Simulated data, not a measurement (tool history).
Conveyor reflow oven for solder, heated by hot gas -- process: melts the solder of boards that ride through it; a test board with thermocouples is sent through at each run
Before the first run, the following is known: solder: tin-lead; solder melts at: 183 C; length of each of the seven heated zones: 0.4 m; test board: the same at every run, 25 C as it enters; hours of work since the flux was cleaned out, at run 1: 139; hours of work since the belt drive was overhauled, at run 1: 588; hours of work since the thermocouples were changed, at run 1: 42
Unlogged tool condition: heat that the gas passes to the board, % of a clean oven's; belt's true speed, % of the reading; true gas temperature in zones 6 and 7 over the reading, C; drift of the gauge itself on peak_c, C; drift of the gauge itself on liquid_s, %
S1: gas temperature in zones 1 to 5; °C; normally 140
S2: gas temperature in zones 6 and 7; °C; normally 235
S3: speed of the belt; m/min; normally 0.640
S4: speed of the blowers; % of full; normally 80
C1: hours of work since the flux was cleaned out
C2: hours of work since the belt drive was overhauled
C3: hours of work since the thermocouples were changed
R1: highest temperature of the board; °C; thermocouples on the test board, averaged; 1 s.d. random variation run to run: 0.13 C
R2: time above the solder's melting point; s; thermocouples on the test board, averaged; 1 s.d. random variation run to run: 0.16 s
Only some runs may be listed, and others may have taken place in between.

run    hour   S1   S2     S3  S4   C1    C2   C3     R1    R2
  1     0.0  140  235  0.640  80  139   588   42  225.9  65.1
  2    43.8  140  235  0.640  80  165   614   68  225.8  65.1
  3   104.3  140  239  0.640  80  201   649  104  229.6  67.0
      118.7  -- flux residue cleaned out of gas plates and filters
  4   168.6  140  239  0.640  80   29   684  139  230.0  67.1
  5   196.2  140  239  0.640  80   46   701  155  230.1  67.3
  6   231.0  140  239  0.640  80   66   721  175  230.4  67.3
  7   284.0  140  239  0.640  80   98   752  207  230.4  67.4
  8   321.3  140  239  0.640  80  120   774  229  230.5  67.3
  9   356.7  140  235  0.640  80  140   795  250  226.4  65.6
 10   410.0  140  235  0.640  80  172   827  281  226.4  65.7
      472.2  -- flux residue cleaned out of gas plates and filters
 11   472.5  146  235  0.640  80    0   861  315  227.9  68.4
 12   516.6  140  235  0.640  82   26   887  341  227.1  66.3
 13   543.9  140  235  0.640  80   42   903  357  227.3  65.9
 14   606.4  140  235  0.640  80   79   940  394  227.2  66.0
 15   641.0  140  235  0.640  80  100   960  414  227.0  66.2
 16   679.0  140  235  0.612  80  122   982  437  228.0  70.0
 17   741.1  149  235  0.640  80  159  1019  473  227.9  69.9
 18   801.9  127  238  0.715  80  194  1055  509  225.6  54.6
      829.7  -- flux residue cleaned out of gas plates and filters
 19   866.7  140  238  0.570  80   22  1090  545  232.8  78.0
 20   919.5  154  235  0.674  80   53  1121  576  228.2  68.3
 21   952.0  140  235  0.640  50   72  1141  595  220.6  61.4
 22  1007.0  140  235  0.640  50  105  1173  627  220.7  61.1
 23  1066.4  140  235  0.640  50  140  1208  662  220.5  61.5
 24  1094.1  131  226  0.640  50  156  1224  679  211.0  50.2
 25  1140.2  140  235  0.584  87  183  1252  706  230.6  75.7
     1182.8  -- flux residue cleaned out of gas plates and filters
 26  1199.6  140  235  0.584  87   10  1284  738  231.3  76.1
 27  1249.2  140  235  0.584  87   39  1313  767  231.3  76.2
 28  1278.5  133  233  0.584  87   56  1330  784  228.8  72.9
     1309.1  -- belt drive overhauled, speed set with a stopwatch
 29  1320.7  148  236  0.598  87   79     7  807  231.6  74.4
 30  1349.0  148  236  0.598  87   96    24  824  231.7  74.5

Hidden state at the last listed run before each entry between runs and at the first one after, where it differs:
In the gap between runs 3 and 4: flux residue cleaned out of gas plates and filters (hour 118.7)
  heat that the gas passes to the board, % of a clean oven's: 96.9 -> 99.1; belt's true speed, % of the reading: 98.33 -> 98.25; true gas temperature in zones 6 and 7 over the reading, C: 0.51 -> 0.6
  what was measured, less what the result would be without the hidden state, R1: +0.3 -> +0.8 °C; R2: +1.2 -> +1.6 s
In the gap between runs 10 and 11: flux residue cleaned out of gas plates and filters (hour 472.2)
  heat that the gas passes to the board, % of a clean oven's: 97.2 -> 99.6; belt's true speed, % of the reading: 97.89 -> 97.8; true gas temperature in zones 6 and 7 over the reading, C: 0.95 -> 1.05
  what was measured, less what the result would be without the hidden state, R1: +0.9 -> +1.4 °C; R2: +1.9 -> +2.3 s
In the gap between runs 18 and 19: flux residue cleaned out of gas plates and filters (hour 829.7)
  heat that the gas passes to the board, % of a clean oven's: 96.9 -> 99; belt's true speed, % of the reading: 97.33 -> 97.23; true gas temperature in zones 6 and 7 over the reading, C: 1.55 -> 1.65
  what was measured, less what the result would be without the hidden state, R1: +1.5 -> +2.0 °C; R2: +2.3 -> +3.1 s
In the gap between runs 25 and 26: flux residue cleaned out of gas plates and filters (hour 1182.8)
  heat that the gas passes to the board, % of a clean oven's: 96.8 -> 99.5; belt's true speed, % of the reading: 96.84 -> 96.77; true gas temperature in zones 6 and 7 over the reading, C: 2.06 -> 2.15
  what was measured, less what the result would be without the hidden state, R1: +2.1 -> +2.6 °C; R2: +3.4 -> +3.8 s
In the gap between runs 28 and 29: belt drive overhauled, speed set with a stopwatch (hour 1309.1)
  heat that the gas passes to the board, % of a clean oven's: 98.9 -> 98.6; belt's true speed, % of the reading: 96.65 -> 99.87; true gas temperature in zones 6 and 7 over the reading, C: 2.28 -> 2.34
  what was measured, less what the result would be without the hidden state, R1: +2.7 -> +2.0 °C; R2: +4.0 -> +0.9 s

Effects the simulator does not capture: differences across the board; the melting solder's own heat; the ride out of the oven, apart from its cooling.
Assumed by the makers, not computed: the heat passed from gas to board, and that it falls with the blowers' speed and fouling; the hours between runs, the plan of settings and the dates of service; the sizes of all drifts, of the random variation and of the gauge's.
